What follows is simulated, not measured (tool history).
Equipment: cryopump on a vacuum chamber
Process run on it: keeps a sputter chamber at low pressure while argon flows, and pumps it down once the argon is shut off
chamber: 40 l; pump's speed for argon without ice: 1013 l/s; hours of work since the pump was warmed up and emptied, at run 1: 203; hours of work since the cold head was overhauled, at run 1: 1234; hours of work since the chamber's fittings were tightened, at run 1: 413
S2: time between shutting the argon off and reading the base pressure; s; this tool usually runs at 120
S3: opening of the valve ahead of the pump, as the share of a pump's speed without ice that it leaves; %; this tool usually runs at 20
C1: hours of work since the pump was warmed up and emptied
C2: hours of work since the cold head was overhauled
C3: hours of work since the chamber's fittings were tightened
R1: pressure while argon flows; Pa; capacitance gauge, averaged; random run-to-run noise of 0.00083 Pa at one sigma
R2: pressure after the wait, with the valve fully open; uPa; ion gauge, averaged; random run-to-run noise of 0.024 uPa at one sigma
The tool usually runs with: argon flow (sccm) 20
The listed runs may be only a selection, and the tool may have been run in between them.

Run 1, hour 0: usual settings; C1 203; C2 1234; C3 413. Result: R1 0.1713 Pa, R2 1.08 uPa.
Run 2, hour 79.1: usual settings but S3 24 %; C1 258; C2 1288; C3 468. Result: R1 0.1439 Pa, R2 1.08 uPa.
Run 3, hour 155: usual settings; C1 310; C2 1341; C3 520. Result: R1 0.1706 Pa, R2 1.11 uPa.
Run 4, hour 216.4: usual settings; C1 352; C2 1383; C3 562. Result: R1 0.1722 Pa, R2 1.18 uPa.
Run 5, hour 305.1: usual settings; C1 413; C2 1444; C3 623. Result: R1 0.1726 Pa, R2 1.23 uPa.
Run 6, hour 416.8: usual settings; C1 490; C2 1521; C3 700. Result: R1 0.1751 Pa, R2 1.27 uPa.
Run 7, hour 527.2: usual settings but argon flow (sccm) 24; C1 566; C2 1597; C3 776. Result: R1 0.2127 Pa, R2 1.36 uPa.
Run 8, hour 633.2: usual settings; C1 640; C2 1670; C3 849. Result: R1 0.1765 Pa, R2 1.29 uPa.
Run 9, hour 714.4: usual settings but argon flow (sccm) 19, S3 18 %; C1 695; C2 1726; C3 905. Result: R1 0.1879 Pa, R2 1.39 uPa.
Run 10, hour 770.1: usual settings but argon flow (sccm) 39, S3 15 %; C1 734; C2 1764; C3 944. Result: R1 0.4599 Pa, R2 1.43 uPa.
Run 11, hour 856.3: usual settings but argon flow (sccm) 39, S3 15 %; C1 793; C2 1824; C3 1003. Result: R1 0.4617 Pa, R2 1.5 uPa.
Run 12, hour 974.7: usual settings but argon flow (sccm) 39, S3 15 %; C1 875; C2 1905; C3 1085. Result: R1 0.4649 Pa, R2 1.55 uPa.
Run 13, hour 1091.8: usual settings but argon flow (sccm) 9, S2 65 s, S3 23 %; C1 956; C2 1986; C3 1165. Result: R1 0.0745 Pa, R2 2.11 uPa.
At hour 1148.6: pump warmed up, emptied and cooled again.
Run 14, hour 1175.7: usual settings but argon flow (sccm) 8, S2 282 s, S3 33 %; C1 19; C2 2040; C3 1220. Result: R1 0.0417 Pa, R2 0.96 uPa.
Run 15, hour 1294.6: usual settings but argon flow (sccm) 13, S2 154 s, S3 30 %; C1 101; C2 2122; C3 1302. Result: R1 0.074 Pa, R2 1.16 uPa.
Run 16, hour 1394.8: usual settings but argon flow (sccm) 9, S2 154 s, S3 53 %; C1 170; C2 2191; C3 1371. Result: R1 0.031 Pa, R2 1.23 uPa.

Some steps in R1, run to run, broken into two amounts with sign: the step expected even without the hidden condition (settings, incoming material, random variation), and the rest, left for the hidden condition together with whatever gauge scatter is not in both the measured and the hidden-condition-free result:
Hidden state at play: pump's speed, % of a pump's without ice; cold plate's temperature, K; leak into the chamber, uPa l/s; drift of the gauge itself on working_pa, %; drift of the gauge itself on base_upa, %.
Run 12 -> 13: argon flow (sccm) 39 -> 9, S2 120 -> 65, S3 15 -> 23. R1 -0.3904 Pa: hidden state -0.0232, all else -0.3672.

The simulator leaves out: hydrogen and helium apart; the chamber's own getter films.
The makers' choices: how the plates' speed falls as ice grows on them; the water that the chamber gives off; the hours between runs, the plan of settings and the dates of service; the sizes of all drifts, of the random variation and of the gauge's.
